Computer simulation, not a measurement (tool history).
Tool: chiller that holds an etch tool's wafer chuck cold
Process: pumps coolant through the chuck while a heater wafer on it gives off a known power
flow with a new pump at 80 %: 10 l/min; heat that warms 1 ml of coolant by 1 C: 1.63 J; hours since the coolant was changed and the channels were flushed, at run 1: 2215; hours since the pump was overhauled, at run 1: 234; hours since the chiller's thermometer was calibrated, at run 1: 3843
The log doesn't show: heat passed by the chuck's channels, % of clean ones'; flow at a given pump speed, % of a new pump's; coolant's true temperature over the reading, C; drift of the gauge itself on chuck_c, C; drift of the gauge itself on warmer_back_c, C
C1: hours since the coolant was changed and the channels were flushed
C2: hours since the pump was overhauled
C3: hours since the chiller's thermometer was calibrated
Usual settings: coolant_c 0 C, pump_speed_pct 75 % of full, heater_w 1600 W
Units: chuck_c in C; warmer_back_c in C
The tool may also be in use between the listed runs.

{"run": 1, "hour": 0.0, "coolant_c": 0, "pump_speed_pct": 75, "heater_w": 1600, "C1": 2215, "C2": 234, "C3": 3843, "chuck_c": 13.5, "warmer_back_c": 6.38}
{"run": 2, "hour": 105.2, "coolant_c": 0, "pump_speed_pct": 75, "heater_w": 1600, "C1": 2320, "C2": 339, "C3": 3948, "chuck_c": 13.5, "warmer_back_c": 6.35}
{"hour": 179.6, "done": "chiller's thermometer calibrated"}
{"run": 3, "hour": 199.4, "coolant_c": 6, "pump_speed_pct": 75, "heater_w": 1600, "C1": 2413, "C2": 433, "C3": 20, "chuck_c": 20.2, "warmer_back_c": 6.42}
{"run": 4, "hour": 285.9, "coolant_c": 0, "pump_speed_pct": 75, "heater_w": 1142, "C1": 2499, "C2": 519, "C3": 106, "chuck_c": 10.1, "warmer_back_c": 4.58}
{"run": 5, "hour": 426.0, "coolant_c": 0, "pump_speed_pct": 75, "heater_w": 1142, "C1": 2640, "C2": 659, "C3": 246, "chuck_c": 10.1, "warmer_back_c": 4.56}
{"run": 6, "hour": 490.6, "coolant_c": 0, "pump_speed_pct": 75, "heater_w": 1600, "C1": 2704, "C2": 724, "C3": 311, "chuck_c": 14.3, "warmer_back_c": 6.37}
{"run": 7, "hour": 612.0, "coolant_c": 0, "pump_speed_pct": 75, "heater_w": 1600, "C1": 2825, "C2": 845, "C3": 432, "chuck_c": 14.5, "warmer_back_c": 6.43}
{"run": 8, "hour": 715.5, "coolant_c": 3, "pump_speed_pct": 75, "heater_w": 1600, "C1": 2929, "C2": 949, "C3": 536, "chuck_c": 17, "warmer_back_c": 6.46}
{"run": 9, "hour": 818.4, "coolant_c": 3, "pump_speed_pct": 75, "heater_w": 1600, "C1": 3032, "C2": 1052, "C3": 639, "chuck_c": 17.1, "warmer_back_c": 6.47}
{"run": 10, "hour": 919.5, "coolant_c": 3, "pump_speed_pct": 75, "heater_w": 1600, "C1": 3133, "C2": 1153, "C3": 740, "chuck_c": 17.2, "warmer_back_c": 6.38}
{"run": 11, "hour": 1007.2, "coolant_c": 3, "pump_speed_pct": 75, "heater_w": 1600, "C1": 3221, "C2": 1240, "C3": 828, "chuck_c": 17.4, "warmer_back_c": 6.41}
{"run": 12, "hour": 1094.2, "coolant_c": 0, "pump_speed_pct": 75, "heater_w": 1196, "C1": 3308, "C2": 1327, "C3": 915, "chuck_c": 10.8, "warmer_back_c": 4.87}
{"run": 13, "hour": 1240.1, "coolant_c": 0, "pump_speed_pct": 75, "heater_w": 1196, "C1": 3454, "C2": 1473, "C3": 1061, "chuck_c": 10.7, "warmer_back_c": 4.82}
{"run": 14, "hour": 1321.9, "coolant_c": 0, "pump_speed_pct": 75, "heater_w": 1196, "C1": 3535, "C2": 1555, "C3": 1142, "chuck_c": 10.8, "warmer_back_c": 4.87}
{"run": 15, "hour": 1404.9, "coolant_c": 0, "pump_speed_pct": 75, "heater_w": 1196, "C1": 3618, "C2": 1638, "C3": 1225, "chuck_c": 10.8, "warmer_back_c": 4.81}
{"run": 16, "hour": 1484.6, "coolant_c": 0, "pump_speed_pct": 75, "heater_w": 1196, "C1": 3698, "C2": 1718, "C3": 1305, "chuck_c": 10.6, "warmer_back_c": 4.85}
{"run": 17, "hour": 1596.6, "coolant_c": 0, "pump_speed_pct": 75, "heater_w": 1196, "C1": 3810, "C2": 1830, "C3": 1417, "chuck_c": 10.8, "warmer_back_c": 4.94}
{"run": 18, "hour": 1677.0, "coolant_c": 0, "pump_speed_pct": 75, "heater_w": 1196, "C1": 3891, "C2": 1910, "C3": 1497, "chuck_c": 10.7, "warmer_back_c": 4.89}
{"run": 19, "hour": 1779.3, "coolant_c": -8, "pump_speed_pct": 75, "heater_w": 1600, "C1": 3993, "C2": 2013, "C3": 1600, "chuck_c": 6.6, "warmer_back_c": 6.57}
{"run": 20, "hour": 1883.0, "coolant_c": 0, "pump_speed_pct": 73, "heater_w": 1270, "C1": 4097, "C2": 2116, "C3": 1703, "chuck_c": 11.8, "warmer_back_c": 5.35}
{"run": 21, "hour": 1990.6, "coolant_c": 9, "pump_speed_pct": 64, "heater_w": 1600, "C1": 4204, "C2": 2224, "C3": 1811, "chuck_c": 26, "warmer_back_c": 7.76}
{"run": 22, "hour": 2059.3, "coolant_c": 9, "pump_speed_pct": 64, "heater_w": 2336, "C1": 4273, "C2": 2292, "C3": 1880, "chuck_c": 34.1, "warmer_back_c": 11.29}
{"run": 23, "hour": 2130.6, "coolant_c": -4, "pump_speed_pct": 84, "heater_w": 1600, "C1": 4344, "C2": 2364, "C3": 1951, "chuck_c": 9.1, "warmer_back_c": 5.79}
{"run": 24, "hour": 2202.0, "coolant_c": 3, "pump_speed_pct": 75, "heater_w": 1878, "C1": 4416, "C2": 2435, "C3": 2022, "chuck_c": 20.6, "warmer_back_c": 7.75}
{"run": 25, "hour": 2308.7, "coolant_c": 3, "pump_speed_pct": 75, "heater_w": 1878, "C1": 4522, "C2": 2542, "C3": 2129, "chuck_c": 20.4, "warmer_back_c": 7.75}
{"run": 26, "hour": 2412.4, "coolant_c": -6, "pump_speed_pct": 99, "heater_w": 1600, "C1": 4626, "C2": 2646, "C3": 2233, "chuck_c": 5.3, "warmer_back_c": 4.99}
{"run": 27, "hour": 2499.6, "coolant_c": -6, "pump_speed_pct": 99, "heater_w": 1600, "C1": 4713, "C2": 2733, "C3": 2320, "chuck_c": 5.3, "warmer_back_c": 5.01}
{"run": 28, "hour": 2638.4, "coolant_c": -6, "pump_speed_pct": 99, "heater_w": 1600, "C1": 4852, "C2": 2872, "C3": 2459, "chuck_c": 5.3, "warmer_back_c": 4.97}
{"run": 29, "hour": 2719.0, "coolant_c": -6, "pump_speed_pct": 99, "heater_w": 1600, "C1": 4933, "C2": 2952, "C3": 2539, "chuck_c": 5.4, "warmer_back_c": 5.06}
{"run": 30, "hour": 2830.1, "coolant_c": 6, "pump_speed_pct": 65, "heater_w": 1112, "C1": 5044, "C2": 3063, "C3": 2650, "chuck_c": 17.7, "warmer_back_c": 5.3}
{"run": 31, "hour": 2909.8, "coolant_c": 7, "pump_speed_pct": 65, "heater_w": 1816, "C1": 5123, "C2": 3143, "C3": 2730, "chuck_c": 26.4, "warmer_back_c": 8.75}

Measured less the same run without the tool's hidden state. The same run-to-run variation is in both; the gauge's scatter may not be:
run=1 chuck_c=-0.1 warmer_back_c=+0.06
run=2 chuck_c=-0.1 warmer_back_c=+0.08
run=3 chuck_c=+0.7 warmer_back_c=+0.09
run=4 chuck_c=+0.5 warmer_back_c=+0.07
run=5 chuck_c=+0.4 warmer_back_c=+0.07
run=6 chuck_c=+0.7 warmer_back_c=+0.11
run=7 chuck_c=+0.7 warmer_back_c=+0.13
run=8 chuck_c=+0.7 warmer_back_c=+0.14
run=9 chuck_c=+0.8 warmer_back_c=+0.16
run=10 chuck_c=+0.8 warmer_back_c=+0.17
run=11 chuck_c=+0.8 warmer_back_c=+0.17
run=12 chuck_c=+0.6 warmer_back_c=+0.13
run=13 chuck_c=+0.6 warmer_back_c=+0.15
run=14 chuck_c=+0.6 warmer_back_c=+0.15
run=15 chuck_c=+0.7 warmer_back_c=+0.16
run=16 chuck_c=+0.7 warmer_back_c=+0.18
run=17 chuck_c=+0.6 warmer_back_c=+0.18
run=18 chuck_c=+0.7 warmer_back_c=+0.19
run=19 chuck_c=+1 warmer_back_c=+0.27
run=20 chuck_c=+0.7 warmer_back_c=+0.23
run=21 chuck_c=+1.3 warmer_back_c=+0.34
run=22 chuck_c=+2.1 warmer_back_c=+0.51
run=23 chuck_c=+0.9 warmer_back_c=+0.27
run=24 chuck_c=+1.4 warmer_back_c=+0.37
run=25 chuck_c=+1.4 warmer_back_c=+0.39
run=26 chuck_c=+0.8 warmer_back_c=+0.26
run=27 chuck_c=+0.8 warmer_back_c=+0.26
run=28 chuck_c=+0.9 warmer_back_c=+0.28
run=29 chuck_c=+0.9 warmer_back_c=+0.28
run=30 chuck_c=+0.9 warmer_back_c=+0.31
run=31 chuck_c=+1.9 warmer_back_c=+0.52

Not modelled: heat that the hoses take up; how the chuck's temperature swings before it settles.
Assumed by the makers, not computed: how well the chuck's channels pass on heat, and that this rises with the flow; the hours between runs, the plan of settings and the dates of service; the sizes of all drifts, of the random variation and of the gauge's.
